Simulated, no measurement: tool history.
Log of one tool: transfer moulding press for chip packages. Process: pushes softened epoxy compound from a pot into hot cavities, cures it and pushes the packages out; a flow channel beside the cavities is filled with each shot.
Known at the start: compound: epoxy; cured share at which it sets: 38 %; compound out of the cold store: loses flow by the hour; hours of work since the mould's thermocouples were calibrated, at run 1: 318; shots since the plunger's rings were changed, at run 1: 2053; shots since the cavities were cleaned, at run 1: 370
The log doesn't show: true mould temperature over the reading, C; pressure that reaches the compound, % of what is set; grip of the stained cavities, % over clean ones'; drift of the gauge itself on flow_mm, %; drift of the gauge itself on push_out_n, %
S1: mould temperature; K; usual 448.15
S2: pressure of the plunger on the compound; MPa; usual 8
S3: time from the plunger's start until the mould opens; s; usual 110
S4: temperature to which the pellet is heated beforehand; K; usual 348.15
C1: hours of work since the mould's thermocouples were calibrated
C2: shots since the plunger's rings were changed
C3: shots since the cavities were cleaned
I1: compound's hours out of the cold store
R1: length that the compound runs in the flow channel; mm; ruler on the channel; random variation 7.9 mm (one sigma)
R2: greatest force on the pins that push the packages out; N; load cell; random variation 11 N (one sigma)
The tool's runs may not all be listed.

Run 1, hour 0: usual settings; C1 318; C2 2053; C3 370; I1 29.4. Result: R1 897 mm, R2 532 N.
Run 2, hour 14.1: usual settings; C1 325; C2 2163; C3 480; I1 11.5. Result: R1 932 mm, R2 527 N.
Run 3, hour 28.8: usual settings; C1 332; C2 2279; C3 596; I1 11.9. Result: R1 928 mm, R2 544 N.
At hour 41.7: cavities cleaned with cleaning compound and waxed.
Run 4, hour 42.3: usual settings; C1 338; C2 2373; C3 5; I1 23.9. Result: R1 908 mm, R2 511 N.
Run 5, hour 49.5: usual settings; C1 342; C2 2429; C3 61; I1 31.2. Result: R1 893 mm, R2 510 N.
Run 6, hour 63.7: usual settings but S3 127 s; C1 349; C2 2541; C3 173; I1 28.6. Result: R1 904 mm, R2 460 N.
Run 7, hour 78.4: usual settings but S3 127 s; C1 357; C2 2655; C3 287; I1 22.3. Result: R1 895 mm, R2 451 N.
Run 8, hour 93.4: usual settings but S1 444.15 K; C1 364; C2 2773; C3 405; I1 23.6. Result: R1 918 mm, R2 656 N.
Run 9, hour 107.7: usual settings but S1 444.15 K; C1 372; C2 2885; C3 517; I1 39.8. Result: R1 904 mm, R2 651 N.
Run 10, hour 122.8: usual settings but S1 444.15 K; C1 379; C2 3004; C3 636; I1 25.8. Result: R1 924 mm, R2 670 N.
At hour 130.3: cavities cleaned with cleaning compound and waxed.
Run 11, hour 137.3: usual settings but S1 444.15 K; C1 386; C2 3106; C3 55; I1 27.2. Result: R1 915 mm, R2 627 N.
Run 12, hour 150.3: usual settings but S1 444.15 K; C1 393; C2 3207; C3 156; I1 29.2. Result: R1 905 mm, R2 660 N.
Run 13, hour 166.8: usual settings but S3 143 s; C1 401; C2 3337; C3 286; I1 23.4. Result: R1 905 mm, R2 448 N.
Run 14, hour 179.4: usual settings but S3 143 s; C1 408; C2 3435; C3 384; I1 10.3. Result: R1 927 mm, R2 435 N.
Run 15, hour 187.1: usual settings but S3 143 s; C1 411; C2 3496; C3 445; I1 11.5. Result: R1 936 mm, R2 458 N.
Run 16, hour 203.9: usual settings but S3 143 s; C1 420; C2 3627; C3 576; I1 32.5. Result: R1 890 mm, R2 432 N.
At hour 219.1: cavities cleaned with cleaning compound and waxed.
Run 17, hour 221.2: usual settings but S3 143 s; C1 428; C2 3751; C3 16; I1 36.3. Result: R1 888 mm, R2 407 N.
Run 18, hour 230.6: usual settings but S1 455.15 K, S3 95 s; C1 433; C2 3824; C3 89; I1 23.1. Result: R1 885 mm, R2 479 N.
Run 19, hour 238.2: usual settings but S1 455.15 K, S3 95 s; C1 437; C2 3884; C3 149; I1 32.6. Result: R1 837 mm, R2 485 N.
Run 20, hour 251.1: usual settings but S1 445.15 K, S2 7.12 MPa, S3 114 s, S4 343.15 K; C1 443; C2 3985; C3 250; I1 33.4. Result: R1 853 mm, R2 607 N.
Run 21, hour 259.1: usual settings but S2 7.29 MPa, S3 134 s; C1 447; C2 4048; C3 313; I1 38.6. Result: R1 834 mm, R2 452 N.
Run 22, hour 270: usual settings but S1 446.15 K, S2 9.6 MPa, S3 92 s, S4 352.15 K; C1 453; C2 4134; C3 399; I1 22.3. Result: R1 1010 mm, R2 843 N.
Run 23, hour 286.7: usual settings but S1 446.15 K, S2 9.6 MPa, S3 92 s, S4 352.15 K; C1 462; C2 4264; C3 529; I1 32.2. Result: R1 975 mm, R2 793 N.
Run 24, hour 300.8: usual settings but S1 454.15 K, S2 8.93 MPa, S3 91 s, S4 341.15 K; C1 469; C2 4375; C3 640; I1 13.7. Result: R1 949 mm, R2 522 N.
At hour 307.4: cavities cleaned with cleaning compound and waxed.
Run 25, hour 312.4: usual settings but S1 441.15 K, S2 7.04 MPa; C1 474; C2 4454; C3 39; I1 20.3. Result: R1 876 mm, R2 843 N.
Run 26, hour 327.9: usual settings but S1 441.15 K, S2 7.04 MPa, S4 356.15 K; C1 482; C2 4575; C3 160; I1 37.4. Result: R1 864 mm, R2 797 N.
Run 27, hour 343.7: usual settings but S1 441.15 K, S2 7.26 MPa, S3 100 s, S4 356.15 K; C1 490; C2 4699; C3 284; I1 25.3. Result: R1 892 mm, R2 992 N.
Run 28, hour 351.3: usual settings but S1 441.15 K, S2 7.26 MPa, S3 100 s, S4 356.15 K; C1 494; C2 4759; C3 344; I1 9. Result: R1 925 mm, R2 1015 N.
Run 29, hour 365.6: usual settings but S1 443.15 K, S2 9.53 MPa, S3 100 s, S4 357.15 K; C1 501; C2 4870; C3 455; I1 39.7. Result: R1 974 mm, R2 836 N.
Run 30, hour 379.8: usual settings but S1 441.15 K, S2 9.53 MPa, S3 119 s, S4 357.15 K; C1 508; C2 4982; C3 567; I1 36. Result: R1 989 mm, R2 688 N.

How the hidden state differs across the entries between the runs, from the last listed run before each to the first after it:
Between runs 3 and 4: cavities cleaned with cleaning compound and waxed (hour 41.7)
  grip of the stained cavities, % over clean ones': 1.1 -> 0
Between runs 10 and 11: cavities cleaned with cleaning compound and waxed (hour 130.3)
  pressure that reaches the compound, % of what is set: 99.82 -> 99.81; grip of the stained cavities, % over clean ones': 1.1 -> 0.1
Between runs 16 and 17: cavities cleaned with cleaning compound and waxed (hour 219.1)
  pressure that reaches the compound, % of what is set: 99.78 -> 99.77; grip of the stained cavities, % over clean ones': 1 -> 0.1
Between runs 24 and 25: cavities cleaned with cleaning compound and waxed (hour 307.4)
  grip of the stained cavities, % over clean ones': 1.1 -> 0.1
